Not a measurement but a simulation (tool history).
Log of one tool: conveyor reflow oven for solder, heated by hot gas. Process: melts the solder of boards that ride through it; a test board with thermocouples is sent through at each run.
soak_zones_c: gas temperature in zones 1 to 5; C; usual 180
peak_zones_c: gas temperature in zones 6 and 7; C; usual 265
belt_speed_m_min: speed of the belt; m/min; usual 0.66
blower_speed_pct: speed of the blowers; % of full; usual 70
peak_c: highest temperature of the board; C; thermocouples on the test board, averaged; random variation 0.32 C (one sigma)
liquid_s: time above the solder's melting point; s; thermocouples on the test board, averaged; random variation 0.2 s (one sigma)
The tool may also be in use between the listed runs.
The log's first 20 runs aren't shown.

run   hour  soak_zones_c  peak_zones_c  belt_speed_m_min  blower_speed_pct  peak_c  liquid_s
 21  541.6           171           267             0.709                79     250      35.9
 22  566.2           171           267             0.709                79   250.3      36.5
 23  600.5           184           267             0.709                79   253.1      40.5
 24  636.5           168           266             0.709                57   243.4      29.8
 25  664.7           168           266             0.709                74   247.1      33.5
 26  695.8           189           265             0.581                85   257.4      54.8
 27    716           185           265             0.595                85   256.2      51.4
 28  738.6           175           265             0.679                85   251.6      39.3
 29  764.1           175           272             0.691                85   256.7      40.9
 30    792           175           272             0.691                85   256.7      41.2
 31  817.8           175           272             0.691                85     257      40.9
 32  848.6           175           277             0.717                85   259.8      40.5

3 ways to go on from here, each from the tool as it stands after run 32. What would each give?
  A  865.1           180           265             0.599                70       ?         ?
  B  865.1           188           277             0.717                72       ?         ?
  C  865.1           175           275             0.779                51       ?         ?

run  peak_c  liquid_s
  A   252.7      47.2
  B   258.9      43.4
  C   244.2      28.5
Without the tool's hidden state the same runs would have given:
run  peak_c  liquid_s
  A   252.9      47.7
  B   259.8      43.9
  C   245.5      29.5
